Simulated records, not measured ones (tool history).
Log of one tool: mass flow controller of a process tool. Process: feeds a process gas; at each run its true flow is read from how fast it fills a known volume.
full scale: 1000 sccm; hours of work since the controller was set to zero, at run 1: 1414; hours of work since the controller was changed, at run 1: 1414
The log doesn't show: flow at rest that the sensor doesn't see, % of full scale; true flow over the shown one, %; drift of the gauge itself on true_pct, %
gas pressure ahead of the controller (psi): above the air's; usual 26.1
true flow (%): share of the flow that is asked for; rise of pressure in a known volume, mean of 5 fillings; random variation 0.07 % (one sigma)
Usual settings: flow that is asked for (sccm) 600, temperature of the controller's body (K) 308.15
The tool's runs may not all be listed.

run	day	flow that is asked for (sccm)	gas pressure ahead of the controller (psi)	temperature of the controller's body (K)	hours of work since the controller was set to zero	hours of work since the controller was changed	true flow (%)
1	0	600	26.1	308.15	1414	1414	98.88
2	2.529	600	26.1	308.15	1446	1446	98.82
3	5.467	455	26.1	308.15	1483	1483	98.52
4	7.846	600	30.3	308.15	1514	1514	98.67
5	10.275	600	26.1	308.15	1544	1544	98.81
6	13.15	600	26.1	299.15	1581	1581	99.12
7	16.096	600	26.1	299.15	1618	1618	99.2
8	18.542	600	26.1	312.15	1649	1649	98.56
9	22.029	600	26.1	312.15	1694	1694	98.59
10	25.508	142	26.1	312.15	1738	1738	97.38
11	27.079	348	36.7	308.15	1758	1758	97.95
12	30.408	505	22	293.15	1800	1800	99.22
13	33.171	600	32.9	307.15	1835	1835	98.57
14	34.629	600	32.9	307.15	1854	1854	98.53
15	36.771	600	24.2	307.15	1881	1881	98.75
16	39.367	250	33.5	304.15	1914	1914	98.12
17	42.425	232	31.6	313.15	1953	1953	97.53

Some steps in true flow (%) between neighbouring runs. How much of each would the tool show without its hidden state too (settings, what came in, random variation), and how much is left for the hidden state, with any gauge scatter that isn't in both results?
Run 9 -> 10: flow that is asked for (sccm) 600 -> 142. true flow (%) -1.21: hidden state -0.54, all else -0.67.
Run 11 -> 12: flow that is asked for (sccm) 348 -> 505, gas pressure ahead of the controller (psi) 36.7 -> 22, temperature of the controller's body (K) 308.15 -> 293.15. true flow (%) +1.27: hidden state +0.07, all else +1.2.

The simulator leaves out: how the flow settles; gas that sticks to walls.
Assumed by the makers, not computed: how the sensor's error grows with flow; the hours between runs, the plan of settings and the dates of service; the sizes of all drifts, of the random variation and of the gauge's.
